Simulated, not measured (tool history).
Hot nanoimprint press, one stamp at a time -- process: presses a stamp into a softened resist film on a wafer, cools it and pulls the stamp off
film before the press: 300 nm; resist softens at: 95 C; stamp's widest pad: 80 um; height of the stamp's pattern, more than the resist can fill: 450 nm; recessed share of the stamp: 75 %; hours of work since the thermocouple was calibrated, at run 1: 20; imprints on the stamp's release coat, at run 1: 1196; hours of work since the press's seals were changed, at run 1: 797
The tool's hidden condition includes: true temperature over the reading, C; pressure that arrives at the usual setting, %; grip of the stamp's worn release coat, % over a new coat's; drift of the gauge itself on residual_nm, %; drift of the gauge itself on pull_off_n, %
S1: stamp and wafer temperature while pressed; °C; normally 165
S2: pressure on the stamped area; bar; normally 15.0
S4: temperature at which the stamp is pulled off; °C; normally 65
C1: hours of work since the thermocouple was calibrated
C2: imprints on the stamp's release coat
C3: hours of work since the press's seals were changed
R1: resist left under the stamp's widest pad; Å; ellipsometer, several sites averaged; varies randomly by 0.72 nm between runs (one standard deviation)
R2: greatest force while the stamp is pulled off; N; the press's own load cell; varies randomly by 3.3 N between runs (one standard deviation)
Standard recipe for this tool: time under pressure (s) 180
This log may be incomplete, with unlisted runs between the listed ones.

{"run": 1, "day": 0.0, "S1": 165, "S2": 15.0, "time under pressure (s)": 180, "S4": 65, "C1": 20, "C2": 1196, "C3": 797, "R1": 1108, "R2": 208}
{"run": 2, "day": 2.5, "S1": 165, "S2": 15.0, "time under pressure (s)": 180, "S4": 65, "C1": 59, "C2": 1414, "C3": 836, "R1": 1124, "R2": 216}
{"run": 3, "day": 4.312, "S1": 165, "S2": 15.0, "time under pressure (s)": 212, "S4": 65, "C1": 87, "C2": 1573, "C3": 864, "R1": 1068, "R2": 221}
{"run": 4, "day": 5.754, "S1": 165, "S2": 15.0, "time under pressure (s)": 212, "S4": 65, "C1": 109, "C2": 1699, "C3": 886, "R1": 1070, "R2": 232}
{"run": 5, "day": 8.267, "S1": 165, "S2": 15.0, "time under pressure (s)": 180, "S4": 68, "C1": 148, "C2": 1919, "C3": 925, "R1": 1143, "R2": 228}
{"run": 6, "day": 10.696, "S1": 165, "S2": 12.0, "time under pressure (s)": 180, "S4": 68, "C1": 186, "C2": 2131, "C3": 963, "R1": 1280, "R2": 239}
{"day": 11.658, "done": "stamp cleaned and given a new release coat"}
{"run": 7, "day": 12.388, "S1": 165, "S2": 12.0, "time under pressure (s)": 180, "S4": 68, "C1": 208, "C2": 64, "C3": 985, "R1": 1268, "R2": 159}
{"run": 8, "day": 15.592, "S1": 165, "S2": 12.0, "time under pressure (s)": 180, "S4": 68, "C1": 258, "C2": 344, "C3": 1035, "R1": 1286, "R2": 172}
{"run": 9, "day": 18.671, "S1": 165, "S2": 17.0, "time under pressure (s)": 180, "S4": 68, "C1": 305, "C2": 613, "C3": 1082, "R1": 1123, "R2": 174}
{"day": 21.588, "done": "press's hydraulic seals changed and the load cell set to zero"}
{"run": 10, "day": 21.692, "S1": 165, "S2": 17.0, "time under pressure (s)": 180, "S4": 68, "C1": 347, "C2": 848, "C3": 2, "R1": 1091, "R2": 183}
{"run": 11, "day": 24.483, "S1": 165, "S2": 17.0, "time under pressure (s)": 180, "S4": 68, "C1": 390, "C2": 1092, "C3": 45, "R1": 1100, "R2": 196}
{"run": 12, "day": 25.988, "S1": 161, "S2": 15.0, "time under pressure (s)": 180, "S4": 65, "C1": 413, "C2": 1223, "C3": 68, "R1": 1461, "R2": 203}
{"run": 13, "day": 27.688, "S1": 161, "S2": 15.0, "time under pressure (s)": 180, "S4": 65, "C1": 440, "C2": 1372, "C3": 94, "R1": 1478, "R2": 223}
{"run": 14, "day": 30.925, "S1": 161, "S2": 15.0, "time under pressure (s)": 180, "S4": 65, "C1": 490, "C2": 1655, "C3": 145, "R1": 1489, "R2": 226}
{"run": 15, "day": 33.638, "S1": 165, "S2": 15.0, "time under pressure (s)": 345, "S4": 65, "C1": 532, "C2": 1892, "C3": 187, "R1": 898, "R2": 243}
{"run": 16, "day": 35.333, "S1": 165, "S2": 18.4, "time under pressure (s)": 284, "S4": 57, "C1": 558, "C2": 2040, "C3": 213, "R1": 895, "R2": 270}
{"day": 35.762, "done": "plate thermocouple calibrated"}
{"day": 37.412, "done": "stamp cleaned and given a new release coat"}
{"run": 17, "day": 37.904, "S1": 157, "S2": 11.4, "time under pressure (s)": 102, "S4": 64, "C1": 29, "C2": 43, "C3": 247, "R1": 2333, "R2": 165}
{"run": 18, "day": 40.583, "S1": 157, "S2": 11.4, "time under pressure (s)": 102, "S4": 64, "C1": 71, "C2": 278, "C3": 288, "R1": 2331, "R2": 174}
{"run": 19, "day": 42.804, "S1": 153, "S2": 17.2, "time under pressure (s)": 180, "S4": 65, "C1": 105, "C2": 472, "C3": 323, "R1": 2181, "R2": 180}
{"run": 20, "day": 45.525, "S1": 153, "S2": 17.2, "time under pressure (s)": 180, "S4": 65, "C1": 147, "C2": 709, "C3": 365, "R1": 2197, "R2": 197}
{"day": 46.283, "done": "plate thermocouple calibrated, once more"}
{"run": 21, "day": 47.788, "S1": 165, "S2": 20.5, "time under pressure (s)": 92, "S4": 58, "C1": 23, "C2": 896, "C3": 398, "R1": 1306, "R2": 219}
{"run": 22, "day": 51.092, "S1": 175, "S2": 15.0, "time under pressure (s)": 183, "S4": 64, "C1": 74, "C2": 1185, "C3": 449, "R1": 634, "R2": 209}
{"run": 23, "day": 52.908, "S1": 173, "S2": 15.2, "time under pressure (s)": 183, "S4": 70, "C1": 103, "C2": 1344, "C3": 477, "R1": 716, "R2": 207}
{"run": 24, "day": 55.2, "S1": 165, "S2": 9.1, "time under pressure (s)": 175, "S4": 50, "C1": 138, "C2": 1544, "C3": 513, "R1": 1459, "R2": 279}
{"run": 25, "day": 56.888, "S1": 165, "S2": 15.0, "time under pressure (s)": 209, "S4": 65, "C1": 164, "C2": 1692, "C3": 539, "R1": 1104, "R2": 222}
{"run": 26, "day": 59.475, "S1": 168, "S2": 15.0, "time under pressure (s)": 234, "S4": 63, "C1": 204, "C2": 1918, "C3": 579, "R1": 885, "R2": 253}
{"run": 27, "day": 60.962, "S1": 168, "S2": 15.0, "time under pressure (s)": 234, "S4": 63, "C1": 227, "C2": 2048, "C3": 602, "R1": 890, "R2": 255}
{"day": 62.888, "done": "stamp cleaned and given a new release coat"}
{"run": 28, "day": 63.379, "S1": 168, "S2": 15.0, "time under pressure (s)": 234, "S4": 63, "C1": 261, "C2": 42, "C3": 635, "R1": 891, "R2": 170}
{"run": 29, "day": 65.892, "S1": 168, "S2": 15.0, "time under pressure (s)": 234, "S4": 63, "C1": 300, "C2": 262, "C3": 674, "R1": 898, "R2": 176}
{"run": 30, "day": 69.162, "S1": 168, "S2": 15.0, "time under pressure (s)": 234, "S4": 63, "C1": 350, "C2": 548, "C3": 725, "R1": 915, "R2": 185}

Branching from run 30: 4 alternative next runs. What would each branch give?
{"run": "A", "day": 70.571, "S1": 165, "S2": 13.3, "time under pressure (s)": 100, "S4": 64, "C1": 372, "C2": 671, "C3": 747, "R1": "?", "R2": "?"}
{"run": "B", "day": 70.571, "S1": 168, "S2": 15.0, "time under pressure (s)": 234, "S4": 61, "C1": 372, "C2": 671, "C3": 747, "R1": "?", "R2": "?"}
{"run": "C", "day": 70.571, "S1": 162, "S2": 17.1, "time under pressure (s)": 180, "S4": 65, "C1": 372, "C2": 671, "C3": 747, "R1": "?", "R2": "?"}
{"run": "D", "day": 70.571, "S1": 168, "S2": 10.7, "time under pressure (s)": 247, "S4": 63, "C1": 372, "C2": 671, "C3": 747, "R1": "?", "R2": "?"}

run=A R1=1592 R2=190
run=B R1=906 R2=197
run=C R1=1373 R2=190
run=D R1=1037 R2=192
Without the tool's hidden state the same runs would have given:
run=A R1=1470 R2=160
run=B R1=821 R2=167
run=C R1=1246 R2=160
run=D R1=951 R2=162
